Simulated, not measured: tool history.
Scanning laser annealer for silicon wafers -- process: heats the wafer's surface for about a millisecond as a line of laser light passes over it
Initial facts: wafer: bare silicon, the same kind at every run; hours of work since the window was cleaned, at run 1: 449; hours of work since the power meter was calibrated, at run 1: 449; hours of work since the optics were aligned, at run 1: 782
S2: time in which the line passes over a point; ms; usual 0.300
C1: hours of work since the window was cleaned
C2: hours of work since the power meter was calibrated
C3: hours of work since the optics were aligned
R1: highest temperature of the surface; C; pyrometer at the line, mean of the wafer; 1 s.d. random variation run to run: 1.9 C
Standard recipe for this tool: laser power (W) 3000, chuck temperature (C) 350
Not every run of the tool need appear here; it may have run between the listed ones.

run 1 day=0.000 | laser_power_(W)=3000 S2=0.300 chuck_temperature_(C)=350 | C1=449 C2=449 C3=782 | R1=1091
run 2 day=0.712 | laser_power_(W)=3000 S2=0.300 chuck_temperature_(C)=350 | C1=461 C2=461 C3=794 | R1=1090
run 3 day=1.346 | laser_power_(W)=3000 S2=0.307 chuck_temperature_(C)=350 | C1=471 C2=471 C3=804 | R1=1099
run 4 day=2.371 | laser_power_(W)=3000 S2=0.300 chuck_temperature_(C)=350 | C1=488 C2=488 C3=821 | R1=1088
run 5 day=3.396 | laser_power_(W)=3000 S2=0.300 chuck_temperature_(C)=350 | C1=505 C2=505 C3=838 | R1=1088
run 6 day=4.429 | laser_power_(W)=3000 S2=0.300 chuck_temperature_(C)=350 | C1=522 C2=522 C3=855 | R1=1088
run 7 day=5.104 | laser_power_(W)=3000 S2=0.339 chuck_temperature_(C)=350 | C1=533 C2=533 C3=866 | R1=1134
-- day=5.588 window over the wafer cleaned
run 8 day=6.067 | laser_power_(W)=3000 S2=0.339 chuck_temperature_(C)=350 | C1=8 C2=548 C3=881 | R1=1130
run 9 day=6.500 | laser_power_(W)=3000 S2=0.339 chuck_temperature_(C)=350 | C1=15 C2=555 C3=888 | R1=1132
run 10 day=7.088 | laser_power_(W)=3000 S2=0.339 chuck_temperature_(C)=357 | C1=25 C2=565 C3=897 | R1=1135
run 11 day=7.571 | laser_power_(W)=3000 S2=0.339 chuck_temperature_(C)=357 | C1=33 C2=573 C3=905 | R1=1137
run 12 day=8.117 | laser_power_(W)=3000 S2=0.266 chuck_temperature_(C)=350 | C1=42 C2=582 C3=914 | R1=1040
run 13 day=9.017 | laser_power_(W)=3000 S2=0.266 chuck_temperature_(C)=350 | C1=56 C2=596 C3=929 | R1=1041
run 14 day=9.533 | laser_power_(W)=3000 S2=0.300 chuck_temperature_(C)=322 | C1=65 C2=605 C3=938 | R1=1056
-- day=9.700 window over the wafer cleaned, once more
run 15 day=10.075 | laser_power_(W)=3000 S2=0.300 chuck_temperature_(C)=388 | C1=6 C2=612 C3=945 | R1=1148
run 16 day=11.108 | laser_power_(W)=3000 S2=0.300 chuck_temperature_(C)=388 | C1=23 C2=629 C3=962 | R1=1142
run 17 day=11.604 | laser_power_(W)=3000 S2=0.300 chuck_temperature_(C)=388 | C1=31 C2=637 C3=970 | R1=1143
run 18 day=12.154 | laser_power_(W)=3000 S2=0.300 chuck_temperature_(C)=350 | C1=40 C2=647 C3=979 | R1=1104
run 19 day=12.625 | laser_power_(W)=3000 S2=0.300 chuck_temperature_(C)=350 | C1=48 C2=654 C3=987 | R1=1101
run 20 day=13.558 | laser_power_(W)=3000 S2=0.300 chuck_temperature_(C)=350 | C1=64 C2=670 C3=1003 | R1=1103
run 21 day=14.162 | laser_power_(W)=3000 S2=0.300 chuck_temperature_(C)=350 | C1=73 C2=680 C3=1012 | R1=1102
run 22 day=14.846 | laser_power_(W)=3146 S2=0.300 chuck_temperature_(C)=362 | C1=85 C2=691 C3=1024 | R1=1147
run 23 day=15.883 | laser_power_(W)=3146 S2=0.300 chuck_temperature_(C)=362 | C1=102 C2=708 C3=1041 | R1=1145
run 24 day=16.821 | laser_power_(W)=3146 S2=0.274 chuck_temperature_(C)=362 | C1=117 C2=723 C3=1056 | R1=1114
run 25 day=17.521 | laser_power_(W)=3146 S2=0.274 chuck_temperature_(C)=362 | C1=129 C2=735 C3=1068 | R1=1110
run 26 day=18.562 | laser_power_(W)=2954 S2=0.258 chuck_temperature_(C)=363 | C1=146 C2=752 C3=1085 | R1=1052
run 27 day=19.625 | laser_power_(W)=2747 S2=0.338 chuck_temperature_(C)=388 | C1=163 C2=769 C3=1102 | R1=1123
run 28 day=20.575 | laser_power_(W)=2747 S2=0.338 chuck_temperature_(C)=388 | C1=179 C2=785 C3=1118 | R1=1119
run 29 day=21.438 | laser_power_(W)=2747 S2=0.338 chuck_temperature_(C)=388 | C1=193 C2=799 C3=1132 | R1=1123
run 30 day=22.254 | laser_power_(W)=2747 S2=0.338 chuck_temperature_(C)=388 | C1=206 C2=813 C3=1145 | R1=1121
run 31 day=23.129 | laser_power_(W)=3034 S2=0.264 chuck_temperature_(C)=352 | C1=221 C2=827 C3=1160 | R1=1058
run 32 day=23.617 | laser_power_(W)=3034 S2=0.264 chuck_temperature_(C)=352 | C1=229 C2=835 C3=1168 | R1=1061
run 33 day=24.654 | laser_power_(W)=2824 S2=0.360 chuck_temperature_(C)=341 | C1=246 C2=852 C3=1185 | R1=1113
run 34 day=25.112 | laser_power_(W)=2824 S2=0.360 chuck_temperature_(C)=341 | C1=253 C2=860 C3=1192 | R1=1114
run 35 day=25.975 | laser_power_(W)=2824 S2=0.360 chuck_temperature_(C)=341 | C1=268 C2=874 C3=1207 | R1=1114
run 36 day=26.533 | laser_power_(W)=2824 S2=0.360 chuck_temperature_(C)=341 | C1=277 C2=883 C3=1216 | R1=1112
run 37 day=27.350 | laser_power_(W)=3103 S2=0.300 chuck_temperature_(C)=350 | C1=290 C2=896 C3=1229 | R1=1117
run 38 day=28.233 | laser_power_(W)=3103 S2=0.300 chuck_temperature_(C)=350 | C1=305 C2=911 C3=1244 | R1=1120
run 39 day=28.738 | laser_power_(W)=3103 S2=0.300 chuck_temperature_(C)=350 | C1=313 C2=919 C3=1252 | R1=1116
run 40 day=29.612 | laser_power_(W)=2664 S2=0.357 chuck_temperature_(C)=320 | C1=328 C2=934 C3=1267 | R1=1048

Hidden state at the last listed run before each entry between runs and at the first one after, where it differs:
Between runs 7 and 8: window over the wafer cleaned (day 5.588)
  light that passes the window, % of a clean one's: 97.28 -> 96.6; laser's true power over the reading, %: -0.53 -> -0.54; width of the line over the set one, %: 1.55 -> 1.57
  the result without the hidden state subtracted from the measured one, R1: -29 -> -33 C
Between runs 14 and 15: window over the wafer cleaned, once more (day 9.700)
  light that passes the window, % of a clean one's: 96.36 -> 99.94; laser's true power over the reading, %: -0.58 -> -0.59; width of the line over the set one, %: 1.67 -> 1.68
  the result without the hidden state subtracted from the measured one, R1: -34 -> -9 C
